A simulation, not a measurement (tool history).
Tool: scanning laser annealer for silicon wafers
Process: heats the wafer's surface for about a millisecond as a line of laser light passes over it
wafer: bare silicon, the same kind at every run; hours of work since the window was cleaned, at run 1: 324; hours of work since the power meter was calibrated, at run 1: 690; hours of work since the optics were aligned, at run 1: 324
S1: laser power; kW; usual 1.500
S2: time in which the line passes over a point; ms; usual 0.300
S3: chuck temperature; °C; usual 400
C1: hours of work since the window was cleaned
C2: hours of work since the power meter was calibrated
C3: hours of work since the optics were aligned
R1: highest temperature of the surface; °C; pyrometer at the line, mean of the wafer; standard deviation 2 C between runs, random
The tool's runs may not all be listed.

{"run": 1, "day": 0.0, "S1": 1.5, "S2": 0.3, "S3": 400, "C1": 324, "C2": 690, "C3": 324, "R1": 1216}
{"run": 2, "day": 3.129, "S1": 1.5, "S2": 0.214, "S3": 400, "C1": 362, "C2": 728, "C3": 362, "R1": 1095}
{"day": 4.433, "done": "window over the wafer cleaned"}
{"run": 3, "day": 6.821, "S1": 1.5, "S2": 0.214, "S3": 400, "C1": 29, "C2": 772, "C3": 406, "R1": 1115}
{"run": 4, "day": 8.633, "S1": 1.5, "S2": 0.3, "S3": 400, "C1": 51, "C2": 794, "C3": 428, "R1": 1237}
{"run": 5, "day": 12.7, "S1": 1.5, "S2": 0.3, "S3": 400, "C1": 100, "C2": 843, "C3": 478, "R1": 1229}
{"run": 6, "day": 16.471, "S1": 1.5, "S2": 0.3, "S3": 434, "C1": 146, "C2": 889, "C3": 524, "R1": 1260}
{"run": 7, "day": 18.204, "S1": 1.5, "S2": 0.3, "S3": 434, "C1": 167, "C2": 910, "C3": 545, "R1": 1255}
{"run": 8, "day": 20.692, "S1": 1.5, "S2": 0.3, "S3": 434, "C1": 198, "C2": 940, "C3": 575, "R1": 1254}
{"run": 9, "day": 22.746, "S1": 1.5, "S2": 0.3, "S3": 434, "C1": 222, "C2": 965, "C3": 600, "R1": 1248}
{"run": 10, "day": 24.979, "S1": 1.5, "S2": 0.3, "S3": 434, "C1": 250, "C2": 992, "C3": 627, "R1": 1245}
{"run": 11, "day": 28.321, "S1": 1.5, "S2": 0.261, "S3": 400, "C1": 290, "C2": 1033, "C3": 667, "R1": 1158}
{"day": 28.704, "done": "optics aligned, line set to its width"}
{"run": 12, "day": 30.342, "S1": 1.5, "S2": 0.261, "S3": 400, "C1": 312, "C2": 1055, "C3": 20, "R1": 1150}
{"run": 13, "day": 33.7, "S1": 1.495, "S2": 0.261, "S3": 400, "C1": 353, "C2": 1096, "C3": 61, "R1": 1144}
{"day": 35.838, "done": "window over the wafer cleaned"}
{"run": 14, "day": 37.296, "S1": 1.495, "S2": 0.261, "S3": 400, "C1": 18, "C2": 1138, "C3": 103, "R1": 1177}
{"run": 15, "day": 39.396, "S1": 1.467, "S2": 0.308, "S3": 400, "C1": 43, "C2": 1164, "C3": 129, "R1": 1215}
{"run": 16, "day": 42.054, "S1": 1.467, "S2": 0.327, "S3": 369, "C1": 76, "C2": 1196, "C3": 161, "R1": 1204}
{"run": 17, "day": 44.362, "S1": 1.5, "S2": 0.213, "S3": 400, "C1": 104, "C2": 1224, "C3": 189, "R1": 1100}
{"day": 47.167, "done": "optics aligned, line set to its width, once more"}
{"run": 18, "day": 47.762, "S1": 1.544, "S2": 0.247, "S3": 405, "C1": 142, "C2": 1263, "C3": 7, "R1": 1194}
{"run": 19, "day": 51.433, "S1": 1.533, "S2": 0.27, "S3": 405, "C1": 187, "C2": 1308, "C3": 52, "R1": 1215}
{"run": 20, "day": 54.979, "S1": 1.533, "S2": 0.315, "S3": 425, "C1": 230, "C2": 1351, "C3": 95, "R1": 1290}
{"run": 21, "day": 57.962, "S1": 1.533, "S2": 0.277, "S3": 423, "C1": 266, "C2": 1387, "C3": 131, "R1": 1234}
{"run": 22, "day": 60.967, "S1": 1.533, "S2": 0.277, "S3": 423, "C1": 303, "C2": 1424, "C3": 168, "R1": 1231}
{"run": 23, "day": 64.817, "S1": 1.5, "S2": 0.276, "S3": 375, "C1": 350, "C2": 1470, "C3": 214, "R1": 1155}
{"day": 67.279, "done": "window over the wafer cleaned"}
{"run": 24, "day": 68.312, "S1": 1.365, "S2": 0.284, "S3": 433, "C1": 13, "C2": 1512, "C3": 256, "R1": 1156}
{"run": 25, "day": 70.242, "S1": 1.365, "S2": 0.284, "S3": 433, "C1": 36, "C2": 1535, "C3": 279, "R1": 1154}
{"run": 26, "day": 73.712, "S1": 1.296, "S2": 0.284, "S3": 428, "C1": 78, "C2": 1577, "C3": 322, "R1": 1097}
{"run": 27, "day": 76.975, "S1": 1.312, "S2": 0.3, "S3": 400, "C1": 118, "C2": 1617, "C3": 361, "R1": 1094}

What if the next run were any one of these 5? Each begins from the tool's condition after run 27:
{"run": "A", "day": 79.792, "S1": 1.286, "S2": 0.219, "S3": 398, "C1": 152, "C2": 1651, "C3": 395, "R1": "?"}
{"run": "B", "day": 79.792, "S1": 1.5, "S2": 0.3, "S3": 427, "C1": 152, "C2": 1651, "C3": 395, "R1": "?"}
{"run": "C", "day": 79.792, "S1": 1.5, "S2": 0.3, "S3": 389, "C1": 152, "C2": 1651, "C3": 395, "R1": "?"}
{"run": "D", "day": 79.792, "S1": 1.5, "S2": 0.3, "S3": 381, "C1": 152, "C2": 1651, "C3": 395, "R1": "?"}
{"run": "E", "day": 79.792, "S1": 1.5, "S2": 0.286, "S3": 409, "C1": 152, "C2": 1651, "C3": 395, "R1": "?"}

run=A R1=981
run=B R1=1252
run=C R1=1214
run=D R1=1204
run=E R1=1213
Take away the tool's hidden state, keep each run's random variation, and the runs would have read:
run=A R1=999
run=B R1=1278
run=C R1=1240
run=D R1=1230
run=E R1=1238

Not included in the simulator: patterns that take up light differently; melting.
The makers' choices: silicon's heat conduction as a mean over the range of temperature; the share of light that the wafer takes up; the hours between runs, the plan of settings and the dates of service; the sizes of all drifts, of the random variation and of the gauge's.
